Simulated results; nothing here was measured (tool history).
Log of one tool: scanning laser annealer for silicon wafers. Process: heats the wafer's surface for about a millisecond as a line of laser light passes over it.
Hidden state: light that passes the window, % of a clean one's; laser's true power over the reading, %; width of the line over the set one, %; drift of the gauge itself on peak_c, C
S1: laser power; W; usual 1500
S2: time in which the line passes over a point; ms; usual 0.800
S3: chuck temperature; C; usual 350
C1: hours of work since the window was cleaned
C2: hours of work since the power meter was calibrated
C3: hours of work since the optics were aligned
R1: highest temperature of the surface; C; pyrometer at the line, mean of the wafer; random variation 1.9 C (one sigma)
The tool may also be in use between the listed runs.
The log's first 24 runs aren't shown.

run 25 hour=1204.8 | S1=1500 S2=0.871 S3=350 | C1=85 C2=1668 C3=54 | R1=1182
run 26 hour=1251.5 | S1=1437 S2=0.668 S3=364 | C1=108 C2=1691 C3=78 | R1=1071
run 27 hour=1302.0 | S1=1437 S2=0.668 S3=364 | C1=134 C2=1717 C3=103 | R1=1068
run 28 hour=1352.8 | S1=1493 S2=0.668 S3=354 | C1=160 C2=1743 C3=129 | R1=1090
run 29 hour=1421.4 | S1=1493 S2=0.668 S3=354 | C1=195 C2=1778 C3=164 | R1=1088
run 30 hour=1474.7 | S1=1493 S2=0.668 S3=354 | C1=222 C2=1805 C3=191 | R1=1090
run 31 hour=1520.0 | S1=1493 S2=0.668 S3=354 | C1=245 C2=1828 C3=214 | R1=1085
run 32 hour=1575.4 | S1=1616 S2=0.945 S3=333 | C1=273 C2=1856 C3=242 | R1=1260
run 33 hour=1648.0 | S1=1500 S2=0.676 S3=379 | C1=310 C2=1893 C3=279 | R1=1112
run 34 hour=1688.5 | S1=1519 S2=0.913 S3=328 | C1=330 C2=1913 C3=300 | R1=1176
run 35 hour=1741.4 | S1=1392 S2=0.569 S3=313 | C1=357 C2=1940 C3=327 | R1=939
run 36 hour=1809.0 | S1=1506 S2=0.804 S3=350 | C1=392 C2=1975 C3=361 | R1=1147
run 37 hour=1852.0 | S1=1447 S2=0.683 S3=375 | C1=413 C2=1997 C3=383 | R1=1082
run 38 hour=1904.0 | S1=1635 S2=0.628 S3=325 | C1=440 C2=2023 C3=409 | R1=1098
run 39 hour=1947.9 | S1=1500 S2=0.878 S3=350 | C1=462 C2=2045 C3=432 | R1=1164
run 40 hour=2018.0 | S1=1500 S2=0.878 S3=350 | C1=498 C2=2081 C3=467 | R1=1167
run 41 hour=2055.6 | S1=1306 S2=0.800 S3=383 | C1=517 C2=2100 C3=486 | R1=1058
run 42 hour=2126.8 | S1=1599 S2=0.632 S3=320 | C1=553 C2=2136 C3=522 | R1=1073

Forecast each of these 3 alternatives for the next run:
run A hour=2176.4 | S1=1500 S2=0.637 S3=377 | C1=578 C2=2161 C3=548 | R1=?
run B hour=2176.4 | S1=1631 S2=0.823 S3=335 | C1=578 C2=2161 C3=548 | R1=?
run C hour=2176.4 | S1=1599 S2=0.968 S3=320 | C1=578 C2=2161 C3=548 | R1=?

run=A R1=1080
run=B R1=1201
run=C R1=1230
Without the tool's hidden state the same runs would have given:
run=A R1=1105
run=B R1=1231
run=C R1=1262
